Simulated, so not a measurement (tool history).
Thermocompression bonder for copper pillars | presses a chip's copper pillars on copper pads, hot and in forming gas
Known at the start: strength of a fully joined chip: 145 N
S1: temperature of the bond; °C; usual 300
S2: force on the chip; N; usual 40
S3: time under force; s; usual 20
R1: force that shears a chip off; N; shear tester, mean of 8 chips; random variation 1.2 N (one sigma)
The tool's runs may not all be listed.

| run | hour | S1 | S2 | S3 | R1 |
|---|---|---|---|---|---|
| 1 | 0 | 300 | 40 | 20 | 105.6 |
| 2 | 4 | 300 | 40 | 20 | 105.7 |
| 3 | 7.9 | 300 | 40 | 20 | 102.5 |
| 4 | 16 | 327 | 40 | 20 | 124.8 |
| 5 | 23.7 | 300 | 40 | 38 | 119.2 |
| 6 | 30.1 | 300 | 40 | 38 | 122.3 |
| 7 | 34.4 | 300 | 40 | 38 | 121.5 |
| 8 | 43.3 | 300 | 40 | 38 | 120.9 |
| 9 | 48 | 300 | 26 | 38 | 104.8 |
| 10 | 55.4 | 300 | 27 | 20 | 88.8 |
| 11 | 62.7 | 300 | 51 | 20 | 116.6 |
| 12 | 71.6 | 300 | 25 | 20 | 83 |
| 13 | 75.6 | 300 | 36 | 20 | 99.6 |
| 14 | 80.7 | 300 | 40 | 20 | 107.3 |
| 15 | 84.8 | 300 | 40 | 20 | 105.8 |
| 16 | 89 | 300 | 40 | 20 | 104.8 |
| 17 | 93.5 | 300 | 40 | 20 | 105 |
| 18 | 101.5 | 300 | 40 | 20 | 107.8 |
| 19 | 106.7 | 300 | 40 | 20 | 106.4 |
| 20 | 111.6 | 300 | 40 | 20 | 107.1 |
|  | 116.1 | forming gas filter changed |
| 21 | 119.7 | 300 | 40 | 38 | 120.5 |
| 22 | 127.4 | 292 | 58 | 19 | 113.4 |
| 23 | 131.9 | 300 | 49 | 45 | 130.2 |
| 24 | 137.5 | 274 | 34 | 55 | 101 |
| 25 | 141.8 | 274 | 34 | 55 | 99.2 |
| 26 | 150.5 | 300 | 41 | 19 | 106.8 |
| 27 | 155.2 | 312 | 45 | 20 | 123 |
| 28 | 161.5 | 312 | 45 | 20 | 121.3 |
| 29 | 168.6 | 300 | 34 | 20 | 99 |
| 30 | 174.4 | 306 | 26 | 55 | 116.1 |
| 31 | 179.4 | 306 | 26 | 24 | 95.6 |
| 32 | 186 | 306 | 45 | 25 | 121.5 |
| 33 | 190.1 | 306 | 45 | 25 | 119.6 |
| 34 | 194.9 | 290 | 45 | 25 | 109.4 |
| 35 | 202 | 284 | 40 | 20 | 90.6 |
| 36 | 208.9 | 284 | 40 | 20 | 91.3 |
| 37 | 216.3 | 300 | 41 | 20 | 107 |
| 38 | 224.7 | 279 | 37 | 18 | 78.5 |
| 39 | 229.6 | 284 | 37 | 37 | 102.7 |
| 40 | 236.1 | 279 | 34 | 24 | 82.5 |

4 ways to go on from here, each from the tool as it stands after run 40. What would each give?
| A | 242.6 | 314 | 32 | 38 | ? |
| B | 242.6 | 300 | 40 | 20 | ? |
| C | 242.6 | 329 | 48 | 10 | ? |
| D | 242.6 | 301 | 59 | 36 | ? |

| run | R1 |
|---|---|
| A | 122.8 |
| B | 105.2 |
| C | 119.5 |
| D | 133.5 |
Without the tool's hidden state the same runs would have given:
| run | R1 |
|---|---|
| A | 123 |
| B | 105.4 |
| C | 119.7 |
| D | 133.7 |
